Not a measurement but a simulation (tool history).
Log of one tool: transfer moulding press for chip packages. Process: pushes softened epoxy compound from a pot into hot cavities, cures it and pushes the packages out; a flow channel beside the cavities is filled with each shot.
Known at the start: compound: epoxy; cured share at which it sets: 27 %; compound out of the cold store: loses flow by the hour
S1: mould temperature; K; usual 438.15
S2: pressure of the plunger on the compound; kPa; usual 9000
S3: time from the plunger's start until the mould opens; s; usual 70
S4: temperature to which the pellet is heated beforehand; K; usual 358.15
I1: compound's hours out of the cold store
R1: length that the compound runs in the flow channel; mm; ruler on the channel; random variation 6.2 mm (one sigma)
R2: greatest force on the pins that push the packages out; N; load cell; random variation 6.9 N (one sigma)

Run 1, day 0.000: usual settings; I1 16.5. Result: R1 985 mm, R2 280 N.
At day 0.762: cavities cleaned with cleaning compound and waxed.
Run 2, day 1.304: usual settings; I1 25.6. Result: R1 943 mm, R2 278 N.
Run 3, day 2.458: usual settings; I1 45.1. Result: R1 856 mm, R2 263 N.
Run 4, day 3.246: usual settings; I1 18.7. Result: R1 972 mm, R2 279 N.
At day 3.446: cavities cleaned with cleaning compound and waxed.
Run 5, day 4.479: usual settings; I1 27.4. Result: R1 924 mm, R2 278 N.
At day 6.021: cavities cleaned with cleaning compound and waxed.
Run 6, day 6.179: usual settings; I1 42.6. Result: R1 856 mm, R2 254 N.
Run 7, day 7.825: usual settings; I1 26.0. Result: R1 939 mm, R2 279 N.
At day 8.612: cavities cleaned with cleaning compound and waxed.
Run 8, day 9.612: usual settings; I1 43.7. Result: R1 853 mm, R2 261 N.
Run 9, day 10.554: usual settings; I1 47.2. Result: R1 842 mm, R2 266 N.
At day 11.038: plunger's sealing rings changed.
At day 11.400: cavities cleaned with cleaning compound and waxed.
Run 10, day 12.504: usual settings; I1 40.7. Result: R1 873 mm, R2 270 N.
Run 11, day 13.688: usual settings but S1 431.15 K; I1 43.0. Result: R1 883 mm, R2 443 N.
At day 14.004: cavities cleaned with cleaning compound and waxed.
Run 12, day 15.225: usual settings but S1 431.15 K; I1 45.1. Result: R1 881 mm, R2 441 N.
At day 16.650: cavities cleaned with cleaning compound and waxed.
Run 13, day 16.812: usual settings; I1 25.5. Result: R1 946 mm, R2 282 N.
Run 14, day 18.508: usual settings; I1 20.1. Result: R1 966 mm, R2 287 N.
At day 19.283: cavities cleaned with cleaning compound and waxed.
Run 15, day 19.650: usual settings but S2 10740 kPa, S4 353.15 K; I1 39.2. Result: R1 954 mm, R2 269 N.
Run 16, day 21.379: usual settings but S2 10740 kPa, S4 353.15 K; I1 8.8. Result: R1 1107 mm, R2 301 N.
At day 21.946: cavities cleaned with cleaning compound and waxed.
Run 17, day 23.067: usual settings but S2 9180 kPa, S3 51 s; I1 41.1. Result: R1 877 mm, R2 586 N.
At day 24.546: cavities cleaned with cleaning compound and waxed.
Run 18, day 24.746: usual settings but S1 440.15 K, S2 8520 kPa, S3 92 s, S4 362.15 K; I1 23.4. Result: R1 912 mm, R2 174 N.
Run 19, day 26.071: usual settings but S1 445.15 K, S2 8070 kPa, S3 68 s; I1 40.0. Result: R1 806 mm, R2 188 N.
At day 27.179: cavities cleaned with cleaning compound and waxed.
Run 20, day 27.412: usual settings but S1 435.15 K, S2 8690 kPa, S3 66 s, S4 355.15 K; I1 16.5. Result: R1 987 mm, R2 430 N.
At day 28.046: plunger's sealing rings changed.
Run 21, day 28.775: usual settings but S1 443.15 K, S2 8690 kPa, S3 66 s, S4 363.15 K; I1 43.9. Result: R1 825 mm, R2 212 N.
Run 22, day 29.696: usual settings but S1 435.15 K, S2 8390 kPa, S3 66 s, S4 352.15 K; I1 26.0. Result: R1 924 mm, R2 433 N.
At day 29.908: cavities cleaned with cleaning compound and waxed.
Run 23, day 31.292: usual settings but S1 435.15 K, S2 9380 kPa, S3 67 s, S4 352.15 K; I1 41.6. Result: R1 905 mm, R2 388 N.
At day 32.533: cavities cleaned with cleaning compound and waxed.
Run 24, day 32.608: usual settings but S1 435.15 K, S2 9380 kPa, S3 67 s, S4 352.15 K; I1 41.0. Result: R1 890 mm, R2 368 N.
Run 25, day 33.779: usual settings but S1 436.15 K; I1 24.8. Result: R1 955 mm, R2 321 N.
At day 35.175: cavities cleaned with cleaning compound and waxed.
Run 26, day 35.342: usual settings but S1 436.15 K, S3 76 s; I1 31.6. Result: R1 916 mm, R2 262 N.
Run 27, day 36.267: usual settings but S1 436.15 K, S3 76 s; I1 43.3. Result: R1 863 mm, R2 252 N.
Run 28, day 37.533: usual settings but S1 441.15 K; I1 20.1. Result: R1 950 mm, R2 229 N.

3 ways to go on from here, each from the tool as it stands after run 28. What would each give?
At day 37.829: cavities cleaned with cleaning compound and waxed.
Run A, day 38.579: usual settings but S1 441.15 K, S2 9430 kPa, S3 89 s, S4 355.15 K; I1 30.4. Result: R1 ?, R2 ?.
At day 37.829: cavities cleaned with cleaning compound and waxed.
Run B, day 38.579: usual settings but S1 441.15 K, S2 10580 kPa, S4 348.15 K; I1 41.3. Result: R1 ?, R2 ?.
At day 37.829: cavities cleaned with cleaning compound and waxed.
Run C, day 38.579: usual settings but S1 441.15 K, S3 73 s; I1 40.5. Result: R1 ?, R2 ?.

run   R1   R2
  A  923  175
  B  930  217
  C  862  217
Without the tool's hidden state the same runs would have given:
run   R1   R2
  A  924  174
  B  930  216
  C  862  215

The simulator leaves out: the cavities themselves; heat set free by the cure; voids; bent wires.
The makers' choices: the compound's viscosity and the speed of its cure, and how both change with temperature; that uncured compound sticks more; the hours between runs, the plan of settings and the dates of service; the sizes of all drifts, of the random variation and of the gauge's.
